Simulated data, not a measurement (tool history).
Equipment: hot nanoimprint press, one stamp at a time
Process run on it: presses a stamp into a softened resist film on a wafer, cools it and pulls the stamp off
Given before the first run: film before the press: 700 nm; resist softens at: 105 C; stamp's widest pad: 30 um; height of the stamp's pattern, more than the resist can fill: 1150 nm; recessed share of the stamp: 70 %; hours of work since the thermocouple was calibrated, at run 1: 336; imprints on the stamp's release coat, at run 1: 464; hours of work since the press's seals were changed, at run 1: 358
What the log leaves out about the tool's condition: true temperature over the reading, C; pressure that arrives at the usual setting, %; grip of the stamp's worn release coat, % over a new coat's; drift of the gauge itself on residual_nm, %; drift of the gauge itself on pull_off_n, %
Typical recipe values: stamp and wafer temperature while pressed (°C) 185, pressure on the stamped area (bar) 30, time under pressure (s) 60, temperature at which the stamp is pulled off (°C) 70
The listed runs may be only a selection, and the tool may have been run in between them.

| run | hour | stamp and wafer temperature while pressed (°C) | pressure on the stamped area (bar) | time under pressure (s) | temperature at which the stamp is pulled off (°C) | hours of work since the thermocouple was calibrated | imprints on the stamp's release coat | hours of work since the press's seals were changed | resist left under the stamp's widest pad (nm) | greatest force while the stamp is pulled off (N) |
|---|---|---|---|---|---|---|---|---|---|---|
| 1 | 0 | 185 | 30 | 60 | 70 | 336 | 464 | 358 | 406 | 147 |
| 2 | 13.3 | 185 | 30 | 60 | 70 | 343 | 520 | 365 | 407.2 | 147 |
| 3 | 36.3 | 185 | 30 | 60 | 70 | 355 | 616 | 377 | 406.5 | 149 |
|  | 62.8 | plate thermocouple calibrated |
| 4 | 69.4 | 185 | 30 | 60 | 70 | 3 | 742 | 393 | 407.2 | 153 |
| 5 | 83.7 | 185 | 30 | 60 | 70 | 11 | 803 | 401 | 407 | 152 |
| 6 | 109.8 | 185 | 30 | 60 | 70 | 25 | 912 | 414 | 406.4 | 154 |
| 7 | 127.9 | 185 | 30 | 60 | 70 | 34 | 988 | 424 | 406.3 | 154 |
| 8 | 149.1 | 185 | 30 | 60 | 70 | 46 | 1077 | 435 | 406.1 | 153 |
| 9 | 180.1 | 185 | 30 | 60 | 70 | 62 | 1207 | 452 | 403.9 | 152 |
| 10 | 195.3 | 185 | 30 | 60 | 70 | 70 | 1270 | 460 | 405.1 | 149 |
|  | 204.2 | stamp cleaned and given a new release coat |
| 11 | 220.6 | 185 | 30 | 60 | 70 | 80 | 68 | 470 | 405.3 | 152 |
| 12 | 237.3 | 184 | 30 | 60 | 70 | 89 | 138 | 479 | 416.2 | 154 |
| 13 | 260.3 | 185 | 35.1 | 60 | 70 | 101 | 235 | 491 | 379.9 | 148 |
| 14 | 280.5 | 185 | 35.1 | 60 | 70 | 112 | 319 | 502 | 377.4 | 149 |
| 15 | 297.6 | 185 | 35.1 | 60 | 70 | 121 | 391 | 511 | 379.2 | 151 |
| 16 | 320.4 | 185 | 35.1 | 60 | 70 | 133 | 486 | 523 | 377.8 | 151 |
| 17 | 337.5 | 180 | 22.1 | 50 | 71 | 142 | 558 | 532 | 530.1 | 151 |
| 18 | 362.1 | 176 | 22.1 | 50 | 73 | 155 | 661 | 545 | 569.8 | 141 |
| 19 | 393.3 | 176 | 22.1 | 50 | 73 | 172 | 792 | 561 | 567.4 | 137 |
| 20 | 407.9 | 176 | 22.1 | 50 | 73 | 180 | 854 | 569 | 566 | 144 |
| 21 | 428.5 | 176 | 22.1 | 38 | 73 | 190 | 940 | 580 | 590.7 | 140 |
| 22 | 448.5 | 176 | 22.7 | 38 | 73 | 201 | 1023 | 591 | 585 | 138 |
| 23 | 465.7 | 176 | 18.9 | 113 | 64 | 210 | 1096 | 600 | 510.8 | 159 |
| 24 | 481.1 | 176 | 18.9 | 113 | 64 | 218 | 1160 | 608 | 509.7 | 172 |

Run 25 is up next; what results do you expect?
| 25 | 496.2 | 191 | 43.7 | 55 | 56 | 226 | 1224 | 616 | ? | ? |

{"run 25": {"resist left under the stamp's widest pad (nm)": 296.2, "greatest force while the stamp is pulled off (N)": 190}}
On a tool with no hidden condition, and with the same random variation, this run would have come out at resist left under the stamp's widest pad (nm) 296, greatest force while the stamp is pulled off (N) 188.
